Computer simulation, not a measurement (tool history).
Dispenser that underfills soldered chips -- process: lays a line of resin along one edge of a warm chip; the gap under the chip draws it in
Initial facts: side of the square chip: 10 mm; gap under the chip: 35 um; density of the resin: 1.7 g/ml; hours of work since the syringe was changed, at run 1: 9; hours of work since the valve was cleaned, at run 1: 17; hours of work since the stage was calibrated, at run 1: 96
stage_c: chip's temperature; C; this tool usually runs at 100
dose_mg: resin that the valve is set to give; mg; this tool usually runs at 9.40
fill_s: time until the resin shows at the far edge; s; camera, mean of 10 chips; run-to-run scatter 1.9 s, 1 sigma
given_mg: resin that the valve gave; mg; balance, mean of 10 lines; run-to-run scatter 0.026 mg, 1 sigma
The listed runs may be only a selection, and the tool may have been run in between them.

| run | hour | stage_c | dose_mg | hours of work since the syringe was changed | hours of work since the valve was cleaned | hours of work since the stage was calibrated | fill_s | given_mg |
|---|---|---|---|---|---|---|---|---|
| 1 | 0.0 | 100 | 9.40 | 9 | 17 | 96 | 261.3 | 9.38 |
|  | 4.2 | new syringe of resin |
| 2 | 8.1 | 88 | 9.40 | 2 | 22 | 101 | 279.2 | 9.30 |
| 3 | 16.9 | 91 | 9.40 | 8 | 27 | 107 | 329.3 | 9.31 |
|  | 23.1 | new syringe of resin |
| 4 | 26.1 | 100 | 9.08 | 2 | 33 | 112 | 193.5 | 9.02 |
| 5 | 34.3 | 100 | 9.08 | 7 | 38 | 117 | 245.6 | 8.98 |
| 6 | 40.3 | 100 | 9.08 | 11 | 41 | 121 | 287.3 | 9.00 |
|  | 41.2 | new syringe of resin |
| 7 | 45.7 | 111 | 9.08 | 3 | 45 | 124 | 153.9 | 8.94 |
| 8 | 52.1 | 111 | 9.08 | 7 | 49 | 128 | 183.3 | 8.95 |
|  | 59.4 | new syringe of resin |
| 9 | 60.5 | 111 | 9.08 | 1 | 54 | 133 | 139.9 | 8.95 |
| 10 | 68.8 | 100 | 9.40 | 6 | 59 | 138 | 229.4 | 9.24 |
| 11 | 75.5 | 110 | 9.40 | 10 | 63 | 143 | 216.4 | 9.21 |
|  | 77.6 | new syringe of resin |
| 12 | 85.5 | 87 | 9.40 | 5 | 69 | 149 | 315.0 | 9.19 |
| 13 | 93.4 | 99 | 9.40 | 10 | 74 | 154 | 279.5 | 9.13 |
|  | 95.8 | new syringe of resin |
| 14 | 98.6 | 99 | 9.40 | 2 | 77 | 157 | 200.3 | 9.18 |
| 15 | 106.7 | 100 | 10.58 | 7 | 82 | 162 | 239.4 | 10.31 |
|  | 114.0 | new syringe of resin |
| 16 | 116.7 | 100 | 10.58 | 2 | 88 | 168 | 191.3 | 10.28 |
| 17 | 121.5 | 109 | 9.40 | 5 | 91 | 171 | 175.1 | 9.19 |
|  | 128.9 | dispensing valve cleaned and set on the balance |
| 18 | 131.8 | 109 | 9.40 | 10 | 2 | 176 | 226.0 | 9.38 |
|  | 133.2 | new syringe of resin |
| 19 | 141.4 | 100 | 9.40 | 5 | 8 | 182 | 225.0 | 9.41 |
| 20 | 146.6 | 108 | 11.29 | 8 | 11 | 185 | 211.6 | 11.23 |
|  | 151.2 | new syringe of resin |
| 21 | 151.5 | 94 | 8.30 | 0 | 14 | 188 | 220.5 | 8.29 |
| 22 | 156.8 | 106 | 8.84 | 4 | 17 | 192 | 183.0 | 8.83 |
| 23 | 166.5 | 98 | 9.55 | 10 | 23 | 198 | 288.5 | 9.52 |
|  | 169.8 | new syringe of resin |
| 24 | 174.9 | 86 | 8.42 | 3 | 28 | 203 | 312.1 | 8.39 |
| 25 | 181.5 | 113 | 10.01 | 7 | 32 | 207 | 176.1 | 9.93 |
|  | 188.1 | new syringe of resin |
| 26 | 190.0 | 94 | 9.77 | 1 | 37 | 212 | 217.2 | 9.69 |
| 27 | 199.3 | 104 | 10.68 | 7 | 43 | 218 | 213.3 | 10.56 |
| 28 | 203.5 | 103 | 9.92 | 10 | 46 | 220 | 246.6 | 9.73 |
|  | 206.8 | new syringe of resin |
| 29 | 213.4 | 103 | 9.92 | 4 | 52 | 226 | 195.3 | 9.77 |
| 30 | 219.8 | 95 | 8.15 | 8 | 56 | 230 | 299.7 | 8.05 |
|  | 225.2 | new syringe of resin |
| 31 | 229.8 | 95 | 8.15 | 3 | 62 | 236 | 239.3 | 7.99 |
| 32 | 236.6 | 86 | 10.60 | 7 | 66 | 240 | 358.9 | 10.37 |
|  | 243.3 | new syringe of resin |
| 33 | 244.7 | 107 | 9.29 | 1 | 71 | 245 | 157.4 | 9.13 |
| 34 | 254.2 | 95 | 11.93 | 7 | 77 | 251 | 268.0 | 11.62 |
| 35 | 258.8 | 95 | 11.93 | 10 | 79 | 254 | 297.6 | 11.61 |
|  | 261.8 | new syringe of resin |
| 36 | 266.1 | 115 | 11.93 | 3 | 84 | 258 | 131.7 | 11.64 |

What if the next run were any one of these 4? Each begins from the tool's condition after run 36:
| A | 275.7 | 94 | 8.65 | 9 | 90 | 264 | ? | ? |
| B | 275.7 | 96 | 11.93 | 9 | 90 | 264 | ? | ? |
| C | 275.7 | 113 | 11.82 | 9 | 90 | 264 | ? | ? |
| D | 275.7 | 97 | 9.40 | 9 | 90 | 264 | ? | ? |

| run | fill_s | given_mg |
|---|---|---|
| A | 308.0 | 8.42 |
| B | 282.0 | 11.67 |
| C | 181.7 | 11.54 |
| D | 275.2 | 9.19 |
With no hidden state in the tool, these same runs would have given:
| run | fill_s | given_mg |
|---|---|---|
| A | 222.2 | 8.65 |
| B | 204.3 | 11.98 |
| C | 131.2 | 11.85 |
| D | 198.6 | 9.44 |
